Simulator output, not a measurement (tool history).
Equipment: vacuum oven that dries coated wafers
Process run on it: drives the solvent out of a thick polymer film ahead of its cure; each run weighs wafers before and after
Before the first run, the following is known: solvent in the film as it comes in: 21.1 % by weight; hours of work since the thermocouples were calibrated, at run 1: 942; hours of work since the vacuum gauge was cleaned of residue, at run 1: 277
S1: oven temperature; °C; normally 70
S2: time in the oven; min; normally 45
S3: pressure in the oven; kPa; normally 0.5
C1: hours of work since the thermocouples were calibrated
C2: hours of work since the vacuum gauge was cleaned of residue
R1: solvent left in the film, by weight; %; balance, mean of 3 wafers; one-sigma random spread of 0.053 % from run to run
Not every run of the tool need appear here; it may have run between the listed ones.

{"run": 1, "day": 0.0, "S1": 70, "S2": 45, "S3": 0.5, "C1": 942, "C2": 277, "R1": 2.21}
{"run": 2, "day": 0.55, "S1": 70, "S2": 45, "S3": 0.5, "C1": 952, "C2": 287, "R1": 2.04}
{"run": 3, "day": 1.546, "S1": 70, "S2": 45, "S3": 0.5, "C1": 969, "C2": 304, "R1": 2.17}
{"run": 4, "day": 2.342, "S1": 70, "S2": 45, "S3": 0.5, "C1": 983, "C2": 318, "R1": 2.21}
{"run": 5, "day": 3.029, "S1": 70, "S2": 45, "S3": 0.5, "C1": 996, "C2": 331, "R1": 2.25}
{"run": 6, "day": 3.779, "S1": 76, "S2": 45, "S3": 0.5, "C1": 1009, "C2": 344, "R1": 0.99}
{"run": 7, "day": 4.571, "S1": 70, "S2": 45, "S3": 0.5, "C1": 1023, "C2": 358, "R1": 2.09}
{"run": 8, "day": 5.525, "S1": 70, "S2": 45, "S3": 0.5, "C1": 1040, "C2": 375, "R1": 2.15}
{"run": 9, "day": 6.333, "S1": 70, "S2": 45, "S3": 0.5, "C1": 1054, "C2": 389, "R1": 2.28}
{"run": 10, "day": 6.85, "S1": 80, "S2": 45, "S3": 0.5, "C1": 1063, "C2": 398, "R1": 0.56}
{"run": 11, "day": 7.504, "S1": 80, "S2": 45, "S3": 0.5, "C1": 1074, "C2": 410, "R1": 0.67}
{"run": 12, "day": 8.162, "S1": 80, "S2": 45, "S3": 0.5, "C1": 1086, "C2": 421, "R1": 0.59}
{"run": 13, "day": 8.912, "S1": 70, "S2": 45, "S3": 0.5, "C1": 1099, "C2": 434, "R1": 2.18}
{"run": 14, "day": 9.421, "S1": 70, "S2": 45, "S3": 0.5, "C1": 1108, "C2": 443, "R1": 2.28}
{"run": 15, "day": 10.442, "S1": 70, "S2": 45, "S3": 0.5, "C1": 1126, "C2": 461, "R1": 2.25}
{"run": 16, "day": 11.454, "S1": 70, "S2": 45, "S3": 0.5, "C1": 1144, "C2": 479, "R1": 2.32}
{"run": 17, "day": 12.217, "S1": 70, "S2": 45, "S3": 0.5, "C1": 1158, "C2": 493, "R1": 2.26}
{"run": 18, "day": 12.904, "S1": 70, "S2": 45, "S3": 0.5, "C1": 1170, "C2": 505, "R1": 2.28}
{"run": 19, "day": 13.833, "S1": 70, "S2": 45, "S3": 0.5, "C1": 1186, "C2": 521, "R1": 2.24}
{"run": 20, "day": 14.571, "S1": 70, "S2": 45, "S3": 0.5, "C1": 1199, "C2": 534, "R1": 2.33}
{"run": 21, "day": 15.167, "S1": 70, "S2": 67, "S3": 0.5, "C1": 1210, "C2": 545, "R1": 0.97}
{"run": 22, "day": 15.904, "S1": 70, "S2": 56, "S3": 0.5, "C1": 1223, "C2": 558, "R1": 1.36}
{"run": 23, "day": 16.758, "S1": 70, "S2": 38, "S3": 0.5, "C1": 1238, "C2": 573, "R1": 3.1}
{"run": 24, "day": 17.212, "S1": 74, "S2": 45, "S3": 1.817, "C1": 1246, "C2": 581, "R1": 1.8}
{"run": 25, "day": 18.025, "S1": 70, "S2": 45, "S3": 0.318, "C1": 1260, "C2": 595, "R1": 2.26}
{"run": 26, "day": 18.654, "S1": 70, "S2": 40, "S3": 0.324, "C1": 1271, "C2": 606, "R1": 2.72}
{"run": 27, "day": 19.179, "S1": 72, "S2": 23, "S3": 0.324, "C1": 1280, "C2": 615, "R1": 5.45}
{"run": 28, "day": 19.792, "S1": 72, "S2": 23, "S3": 0.324, "C1": 1291, "C2": 626, "R1": 5.28}
{"run": 29, "day": 20.333, "S1": 80, "S2": 54, "S3": 0.324, "C1": 1301, "C2": 636, "R1": 0.38}
{"run": 30, "day": 21.258, "S1": 80, "S2": 54, "S3": 0.324, "C1": 1317, "C2": 652, "R1": 0.35}
{"run": 31, "day": 22.192, "S1": 81, "S2": 53, "S3": 0.324, "C1": 1333, "C2": 668, "R1": 0.26}
{"day": 22.5, "done": "oven's thermocouples calibrated"}
{"run": 32, "day": 23.125, "S1": 70, "S2": 31, "S3": 0.613, "C1": 11, "C2": 683, "R1": 3.7}
{"run": 33, "day": 23.979, "S1": 70, "S2": 73, "S3": 1.015, "C1": 26, "C2": 698, "R1": 0.77}
{"run": 34, "day": 25.05, "S1": 70, "S2": 73, "S3": 1.322, "C1": 45, "C2": 717, "R1": 0.9}
{"run": 35, "day": 25.546, "S1": 70, "S2": 73, "S3": 1.322, "C1": 54, "C2": 726, "R1": 0.82}
{"run": 36, "day": 26.167, "S1": 70, "S2": 73, "S3": 1.322, "C1": 65, "C2": 737, "R1": 0.78}
{"run": 37, "day": 27.162, "S1": 62, "S2": 45, "S3": 1.211, "C1": 82, "C2": 755, "R1": 4.24}
{"run": 38, "day": 27.883, "S1": 70, "S2": 63, "S3": 1.494, "C1": 95, "C2": 767, "R1": 1.12}
{"run": 39, "day": 28.946, "S1": 57, "S2": 80, "S3": 0.5, "C1": 114, "C2": 786, "R1": 2.53}
{"run": 40, "day": 29.421, "S1": 75, "S2": 45, "S3": 0.5, "C1": 122, "C2": 794, "R1": 1}
{"run": 41, "day": 30.183, "S1": 75, "S2": 45, "S3": 0.5, "C1": 135, "C2": 808, "R1": 0.96}
{"run": 42, "day": 30.733, "S1": 56, "S2": 43, "S3": 0.966, "C1": 145, "C2": 818, "R1": 6.52}
{"run": 43, "day": 31.6, "S1": 56, "S2": 43, "S3": 0.966, "C1": 160, "C2": 833, "R1": 6.64}
{"run": 44, "day": 32.583, "S1": 82, "S2": 62, "S3": 1.065, "C1": 178, "C2": 850, "R1": 0.29}
{"run": 45, "day": 33.246, "S1": 82, "S2": 62, "S3": 1.065, "C1": 189, "C2": 862, "R1": 0.3}
{"run": 46, "day": 34.271, "S1": 78, "S2": 62, "S3": 1.82, "C1": 208, "C2": 880, "R1": 0.52}

How the hidden state differs across the entries between the runs, from the last listed run before each to the first after it:
Runs 31 to 32: oven's thermocouples calibrated (day 22.5)
  true wafer temperature over the reading, C: -2.16 -> 0.13; true pressure over the reading, kPa: 0.225 -> 0.231
  measured minus no-state result, R1: +0.14 -> +0.02 %
